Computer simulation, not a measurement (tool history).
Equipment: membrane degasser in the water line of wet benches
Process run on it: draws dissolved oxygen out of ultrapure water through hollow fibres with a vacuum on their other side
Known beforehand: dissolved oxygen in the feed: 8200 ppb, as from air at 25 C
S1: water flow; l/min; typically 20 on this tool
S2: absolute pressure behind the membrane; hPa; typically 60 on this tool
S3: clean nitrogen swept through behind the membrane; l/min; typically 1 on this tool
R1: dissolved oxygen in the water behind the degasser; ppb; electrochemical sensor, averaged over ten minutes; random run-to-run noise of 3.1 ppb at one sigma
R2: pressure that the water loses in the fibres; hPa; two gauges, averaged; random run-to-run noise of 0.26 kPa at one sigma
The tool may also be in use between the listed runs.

run	hour	S1	S2	S3	R1	R2
1	0	20	60	1	323.8	688.3
2	23.5	20	60	1	320.5	692.7
3	55.6	20	48.9	1	275.9	694
4	105.6	20	48.9	1	272.3	695.2
5	155.6	20	60	1	321.2	699.3
6	202.5	20	60	1	322.8	694.5
7	245.6	20	60	1	325.1	690.5
8	274.5	20	60	1	322.8	692.9
9	323.6	28	115.8	1	800.6	968.5
10	371	22	95.1	1	524.8	767.2
# hour 386.5: vacuum gauge calibrated
11	400	22	70	0.55	528.5	763.1
12	444	18	70	0.55	403.4	624.5
13	493.1	20	44.3	0.61	277.2	696.1

Branching from run 13: 3 alternative next runs. What would each branch give?
A	514.2	19	44.3	0.61	?	?
B	514.2	24	44.3	0.61	?	?
C	514.2	20	60	0.66	?	?

run	R1	R2
A	255	657.4
B	375.7	835
C	371.8	701.3
Without the tool's unlogged condition, the same runs would have read:
run	R1	R2
A	248.1	652.4
B	366.9	828.6
C	363.6	696
